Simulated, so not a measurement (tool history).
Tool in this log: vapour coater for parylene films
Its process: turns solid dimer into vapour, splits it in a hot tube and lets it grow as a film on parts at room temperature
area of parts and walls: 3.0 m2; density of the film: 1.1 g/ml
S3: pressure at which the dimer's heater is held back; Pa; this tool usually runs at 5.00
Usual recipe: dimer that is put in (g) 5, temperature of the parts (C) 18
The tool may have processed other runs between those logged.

{"run": 1, "day": 0.0, "dimer that is put in (g)": 5, "temperature of the parts (C)": 18, "S3": 5.0, "thickness of the film (um)": 0.889}
{"run": 2, "day": 1.308, "dimer that is put in (g)": 5, "temperature of the parts (C)": 18, "S3": 5.0, "thickness of the film (um)": 0.88}
{"run": 3, "day": 1.971, "dimer that is put in (g)": 5, "temperature of the parts (C)": 18, "S3": 5.0, "thickness of the film (um)": 0.886}
{"run": 4, "day": 2.721, "dimer that is put in (g)": 5, "temperature of the parts (C)": 18, "S3": 9.87, "thickness of the film (um)": 0.795}
{"run": 5, "day": 3.625, "dimer that is put in (g)": 5, "temperature of the parts (C)": 18, "S3": 9.87, "thickness of the film (um)": 0.789}
{"run": 6, "day": 4.462, "dimer that is put in (g)": 5, "temperature of the parts (C)": 12, "S3": 5.0, "thickness of the film (um)": 1.058}
{"run": 7, "day": 6.033, "dimer that is put in (g)": 5, "temperature of the parts (C)": 25, "S3": 5.0, "thickness of the film (um)": 0.702}
{"run": 8, "day": 7.438, "dimer that is put in (g)": 5, "temperature of the parts (C)": 18, "S3": 5.0, "thickness of the film (um)": 0.865}
{"run": 9, "day": 8.762, "dimer that is put in (g)": 5, "temperature of the parts (C)": 18, "S3": 10.13, "thickness of the film (um)": 0.784}
{"run": 10, "day": 9.788, "dimer that is put in (g)": 5, "temperature of the parts (C)": 18, "S3": 10.13, "thickness of the film (um)": 0.771}
{"run": 11, "day": 11.283, "dimer that is put in (g)": 5, "temperature of the parts (C)": 18, "S3": 10.13, "thickness of the film (um)": 0.776}
{"run": 12, "day": 12.779, "dimer that is put in (g)": 6, "temperature of the parts (C)": 18, "S3": 5.0, "thickness of the film (um)": 1.027}
{"day": 14.012, "done": "trap's valve overhauled"}
{"run": 13, "day": 14.167, "dimer that is put in (g)": 3, "temperature of the parts (C)": 18, "S3": 5.0, "thickness of the film (um)": 0.569}
{"run": 14, "day": 15.217, "dimer that is put in (g)": 3, "temperature of the parts (C)": 18, "S3": 5.0, "thickness of the film (um)": 0.569}
{"run": 15, "day": 16.633, "dimer that is put in (g)": 3, "temperature of the parts (C)": 18, "S3": 5.0, "thickness of the film (um)": 0.562}
{"run": 16, "day": 17.925, "dimer that is put in (g)": 3, "temperature of the parts (C)": 18, "S3": 5.0, "thickness of the film (um)": 0.556}
{"run": 17, "day": 18.688, "dimer that is put in (g)": 5, "temperature of the parts (C)": 17, "S3": 5.0, "thickness of the film (um)": 0.963}
{"run": 18, "day": 19.829, "dimer that is put in (g)": 5, "temperature of the parts (C)": 17, "S3": 5.0, "thickness of the film (um)": 0.958}
{"run": 19, "day": 21.012, "dimer that is put in (g)": 5, "temperature of the parts (C)": 11, "S3": 5.0, "thickness of the film (um)": 1.16}
{"run": 20, "day": 21.962, "dimer that is put in (g)": 3, "temperature of the parts (C)": 18, "S3": 5.0, "thickness of the film (um)": 0.561}
{"run": 21, "day": 22.675, "dimer that is put in (g)": 3, "temperature of the parts (C)": 18, "S3": 5.0, "thickness of the film (um)": 0.559}
{"run": 22, "day": 23.779, "dimer that is put in (g)": 3, "temperature of the parts (C)": 18, "S3": 5.0, "thickness of the film (um)": 0.557}
{"run": 23, "day": 24.571, "dimer that is put in (g)": 3, "temperature of the parts (C)": 18, "S3": 9.43, "thickness of the film (um)": 0.501}
{"run": 24, "day": 26.158, "dimer that is put in (g)": 4, "temperature of the parts (C)": 29, "S3": 9.43, "thickness of the film (um)": 0.477}
{"run": 25, "day": 26.904, "dimer that is put in (g)": 4, "temperature of the parts (C)": 15, "S3": 4.19, "thickness of the film (um)": 0.827}
{"run": 26, "day": 28.108, "dimer that is put in (g)": 4, "temperature of the parts (C)": 15, "S3": 4.19, "thickness of the film (um)": 0.818}
{"run": 27, "day": 28.779, "dimer that is put in (g)": 4, "temperature of the parts (C)": 18, "S3": 6.38, "thickness of the film (um)": 0.698}
{"run": 28, "day": 29.954, "dimer that is put in (g)": 4, "temperature of the parts (C)": 18, "S3": 6.38, "thickness of the film (um)": 0.7}
{"run": 29, "day": 31.2, "dimer that is put in (g)": 3, "temperature of the parts (C)": 18, "S3": 5.0, "thickness of the film (um)": 0.552}
{"run": 30, "day": 32.154, "dimer that is put in (g)": 3, "temperature of the parts (C)": 18, "S3": 5.0, "thickness of the film (um)": 0.548}
{"run": 31, "day": 33.567, "dimer that is put in (g)": 7, "temperature of the parts (C)": 18, "S3": 5.0, "thickness of the film (um)": 1.263}
{"run": 32, "day": 34.917, "dimer that is put in (g)": 7, "temperature of the parts (C)": 18, "S3": 5.0, "thickness of the film (um)": 1.257}
{"run": 33, "day": 35.917, "dimer that is put in (g)": 7, "temperature of the parts (C)": 18, "S3": 5.0, "thickness of the film (um)": 1.252}
{"run": 34, "day": 37.358, "dimer that is put in (g)": 5, "temperature of the parts (C)": 27, "S3": 5.0, "thickness of the film (um)": 0.671}
{"run": 35, "day": 38.346, "dimer that is put in (g)": 5, "temperature of the parts (C)": 18, "S3": 3.08, "thickness of the film (um)": 0.948}
{"run": 36, "day": 39.7, "dimer that is put in (g)": 5, "temperature of the parts (C)": 10, "S3": 2.49, "thickness of the film (um)": 1.258}
{"run": 37, "day": 41.317, "dimer that is put in (g)": 2, "temperature of the parts (C)": 18, "S3": 5.0, "thickness of the film (um)": 0.357}
{"run": 38, "day": 42.804, "dimer that is put in (g)": 2, "temperature of the parts (C)": 18, "S3": 5.0, "thickness of the film (um)": 0.352}
{"run": 39, "day": 44.392, "dimer that is put in (g)": 6, "temperature of the parts (C)": 13, "S3": 5.0, "thickness of the film (um)": 1.219}
{"run": 40, "day": 45.421, "dimer that is put in (g)": 6, "temperature of the parts (C)": 21, "S3": 3.68, "thickness of the film (um)": 0.998}
{"run": 41, "day": 46.342, "dimer that is put in (g)": 5, "temperature of the parts (C)": 19, "S3": 3.09, "thickness of the film (um)": 0.895}

Below are 4 alternative next runs, each starting from the tool's condition after run 41. Predict each:
{"run": "A", "day": 47.946, "dimer that is put in (g)": 5, "temperature of the parts (C)": 22, "S3": 5.0, "thickness of the film (um)": "?"}
{"run": "B", "day": 47.946, "dimer that is put in (g)": 5, "temperature of the parts (C)": 19, "S3": 2.63, "thickness of the film (um)": "?"}
{"run": "C", "day": 47.946, "dimer that is put in (g)": 8, "temperature of the parts (C)": 17, "S3": 4.03, "thickness of the film (um)": "?"}
{"run": "D", "day": 47.946, "dimer that is put in (g)": 2, "temperature of the parts (C)": 11, "S3": 6.44, "thickness of the film (um)": "?"}

run=A thickness_of_the_film_(um)=0.761
run=B thickness_of_the_film_(um)=0.918
run=C thickness_of_the_film_(um)=1.479
run=D thickness_of_the_film_(um)=0.420
Without the tool's unlogged condition, the same runs would have read:
run=A thickness_of_the_film_(um)=0.835
run=B thickness_of_the_film_(um)=1.008
run=C thickness_of_the_film_(um)=1.624
run=D thickness_of_the_film_(um)=0.461

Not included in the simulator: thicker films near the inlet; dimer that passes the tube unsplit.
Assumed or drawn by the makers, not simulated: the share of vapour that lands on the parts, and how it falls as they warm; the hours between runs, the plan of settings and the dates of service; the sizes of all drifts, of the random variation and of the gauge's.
